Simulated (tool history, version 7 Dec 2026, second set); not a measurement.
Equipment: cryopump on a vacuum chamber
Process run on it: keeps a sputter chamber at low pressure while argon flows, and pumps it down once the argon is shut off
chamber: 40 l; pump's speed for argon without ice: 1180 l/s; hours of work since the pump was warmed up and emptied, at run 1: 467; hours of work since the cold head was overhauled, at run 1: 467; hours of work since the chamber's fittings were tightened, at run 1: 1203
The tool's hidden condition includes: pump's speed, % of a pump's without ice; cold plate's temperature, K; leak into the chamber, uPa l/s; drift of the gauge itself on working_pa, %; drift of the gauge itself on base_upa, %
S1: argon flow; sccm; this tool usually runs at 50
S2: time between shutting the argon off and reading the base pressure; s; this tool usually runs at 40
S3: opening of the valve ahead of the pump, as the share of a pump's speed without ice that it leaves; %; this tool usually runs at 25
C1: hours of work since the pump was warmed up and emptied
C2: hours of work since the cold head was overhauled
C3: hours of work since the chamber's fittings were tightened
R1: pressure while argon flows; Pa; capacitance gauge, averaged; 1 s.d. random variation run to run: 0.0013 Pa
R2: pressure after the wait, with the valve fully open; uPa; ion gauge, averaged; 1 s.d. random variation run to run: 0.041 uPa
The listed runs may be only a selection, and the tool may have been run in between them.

run,hour,S1,S2,S3,C1,C2,C3,R1,R2
1,0.0,50,40,25,467,467,1203,0.2942,3.47
2,12.0,50,50,25,475,475,1211,0.2960,3.04
3,28.0,50,43,25,485,485,1221,0.2937,3.26
4,45.4,50,43,25,495,495,1231,0.2959,3.34
5,64.6,51,40,25,507,507,1243,0.3007,3.64
6,75.9,51,40,25,514,514,1250,0.2995,3.49
7,88.3,51,40,25,522,522,1258,0.3005,3.51
8,98.3,51,40,25,528,528,1264,0.3019,3.66
9,115.3,51,40,25,539,539,1275,0.3020,3.48
10,123.1,51,40,25,544,544,1280,0.3041,3.58
11,135.1,50,40,25,551,551,1287,0.2951,3.50
12,151.6,50,40,25,561,561,1297,0.2978,3.54
13,162.2,50,40,25,568,568,1304,0.2983,3.50
14,179.5,50,40,25,579,579,1315,0.2974,3.57
15,193.3,50,40,25,587,587,1323,0.2970,3.62
16,207.9,30,40,25,596,596,1332,0.1784,3.66
17,218.0,88,206,19,602,602,1338,0.6813,1.89
18,231.4,88,206,19,611,611,1347,0.6763,1.86
19,240.5,88,206,19,616,616,1352,0.6866,1.90
20,251.5,79,40,25,623,623,1359,0.4666,3.50
21,270.5,23,40,25,635,635,1371,0.1360,3.67
22,279.8,47,20,60,641,641,1377,0.1213,5.95
23,297.3,32,40,51,652,652,1388,0.0979,3.68
24,306.5,38,216,45,657,657,1393,0.1294,1.91
25,317.6,38,216,45,664,664,1400,0.1288,1.85
26,325.4,57,29,20,669,669,1405,0.4198,4.41
27,334.1,34,257,18,674,674,1410,0.2765,1.91
28,347.1,34,257,18,682,682,1418,0.2782,1.81
29,364.9,34,257,18,693,693,1429,0.2772,1.87
30,379.3,34,257,18,702,702,1438,0.2790,1.81
31,397.8,95,59,19,714,714,1450,0.7405,2.99
32,415.0,50,81,25,725,725,1460,0.3010,2.67

Consider 4 possible next runs. They are alternatives, not a sequence: every one starts from the tool as it was left by run 32. What does each give?
A,433.4,27,40,18,736,736,1472,?,?
B,433.4,50,106,25,736,736,1472,?,?
C,433.4,54,76,25,736,736,1472,?,?
D,433.4,50,40,31,736,736,1472,?,?

run,R1,R2
A,0.2220,3.82
B,0.2983,2.38
C,0.3212,2.71
D,0.2420,3.81
What these runs would have given with no unlogged condition in the tool:
run,R1,R2
A,0.2157,2.46
B,0.2867,1.05
C,0.3086,1.38
D,0.2304,2.45
